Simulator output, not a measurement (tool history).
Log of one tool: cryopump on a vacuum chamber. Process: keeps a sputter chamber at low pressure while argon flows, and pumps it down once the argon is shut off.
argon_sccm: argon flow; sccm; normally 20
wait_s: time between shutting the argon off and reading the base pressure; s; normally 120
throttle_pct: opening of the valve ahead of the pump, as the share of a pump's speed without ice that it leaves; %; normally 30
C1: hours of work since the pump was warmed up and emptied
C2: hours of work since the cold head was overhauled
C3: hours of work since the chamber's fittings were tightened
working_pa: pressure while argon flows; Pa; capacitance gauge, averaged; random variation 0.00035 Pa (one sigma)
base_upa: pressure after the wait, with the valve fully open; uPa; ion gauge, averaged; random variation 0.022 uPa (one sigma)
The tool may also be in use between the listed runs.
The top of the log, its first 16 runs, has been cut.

run 17 hour=155.9 | argon_sccm=20 wait_s=120 throttle_pct=24 | C1=82 C2=82 C3=181 | working_pa=0.0576 base_upa=0.7
run 18 hour=164.5 | argon_sccm=20 wait_s=120 throttle_pct=24 | C1=86 C2=86 C3=186 | working_pa=0.0574 base_upa=0.7
run 19 hour=178.6 | argon_sccm=20 wait_s=86 throttle_pct=30 | C1=93 C2=93 C3=192 | working_pa=0.0458 base_upa=0.86
run 20 hour=189.4 | argon_sccm=20 wait_s=102 throttle_pct=30 | C1=98 C2=98 C3=198 | working_pa=0.0469 base_upa=0.76
run 21 hour=199.9 | argon_sccm=13 wait_s=29 throttle_pct=19 | C1=104 C2=104 C3=203 | working_pa=0.0471 base_upa=2.15
run 22 hour=212.5 | argon_sccm=19 wait_s=109 throttle_pct=54 | C1=110 C2=110 C3=209 | working_pa=0.0244 base_upa=0.75
run 23 hour=221.4 | argon_sccm=26 wait_s=179 throttle_pct=34 | C1=114 C2=114 C3=213 | working_pa=0.0531 base_upa=0.56
run 24 hour=232.4 | argon_sccm=15 wait_s=119 throttle_pct=39 | C1=119 C2=119 C3=219 | working_pa=0.0272 base_upa=0.72
run 25 hour=245.2 | argon_sccm=15 wait_s=119 throttle_pct=39 | C1=126 C2=126 C3=225 | working_pa=0.0271 base_upa=0.74
run 26 hour=259.9 | argon_sccm=32 wait_s=36 throttle_pct=28 | C1=133 C2=133 C3=232 | working_pa=0.0799 base_upa=1.79
run 27 hour=267.2 | argon_sccm=39 wait_s=30 throttle_pct=19 | C1=136 C2=136 C3=235 | working_pa=0.142 base_upa=2.1
run 28 hour=277 | argon_sccm=39 wait_s=30 throttle_pct=19 | C1=141 C2=141 C3=240 | working_pa=0.1418 base_upa=2.16
run 29 hour=284.1 | argon_sccm=39 wait_s=30 throttle_pct=19 | C1=144 C2=144 C3=244 | working_pa=0.1416 base_upa=2.16
run 30 hour=296.9 | argon_sccm=18 wait_s=120 throttle_pct=19 | C1=151 C2=151 C3=250 | working_pa=0.0651 base_upa=0.74
run 31 hour=305.9 | argon_sccm=17 wait_s=120 throttle_pct=17 | C1=155 C2=155 C3=254 | working_pa=0.0698 base_upa=0.76
run 32 hour=313 | argon_sccm=20 wait_s=49 throttle_pct=27 | C1=158 C2=158 C3=258 | working_pa=0.0517 base_upa=1.38
run 33 hour=320.7 | argon_sccm=20 wait_s=172 throttle_pct=34 | C1=162 C2=162 C3=261 | working_pa=0.0414 base_upa=0.59
run 34 hour=328.1 | argon_sccm=20 wait_s=172 throttle_pct=34 | C1=166 C2=166 C3=265 | working_pa=0.0407 base_upa=0.61

Here are 5 independent what-if runs from the current tool condition. What would each one return?
run A hour=334.5 | argon_sccm=13 wait_s=24 throttle_pct=35 | C1=169 C2=169 C3=268 | working_pa=? base_upa=?
run B hour=334.5 | argon_sccm=20 wait_s=120 throttle_pct=25 | C1=169 C2=169 C3=268 | working_pa=? base_upa=?
run C hour=334.5 | argon_sccm=13 wait_s=42 throttle_pct=43 | C1=169 C2=169 C3=268 | working_pa=? base_upa=?
run D hour=334.5 | argon_sccm=21 wait_s=120 throttle_pct=40 | C1=169 C2=169 C3=268 | working_pa=? base_upa=?
run E hour=334.5 | argon_sccm=20 wait_s=172 throttle_pct=22 | C1=169 C2=169 C3=268 | working_pa=? base_upa=?

run=A working_pa=0.0259 base_upa=2.54
run=B working_pa=0.0553 base_upa=0.75
run=C working_pa=0.0212 base_upa=1.6
run=D working_pa=0.0368 base_upa=0.75
run=E working_pa=0.0622 base_upa=0.64
Stripped of hidden state, with their random variation kept, the same runs would have yielded:
run=A working_pa=0.0252 base_upa=2.39
run=B working_pa=0.0543 base_upa=0.59
run=C working_pa=0.0206 base_upa=1.44
run=D working_pa=0.0358 base_upa=0.59
run=E working_pa=0.0613 base_upa=0.49
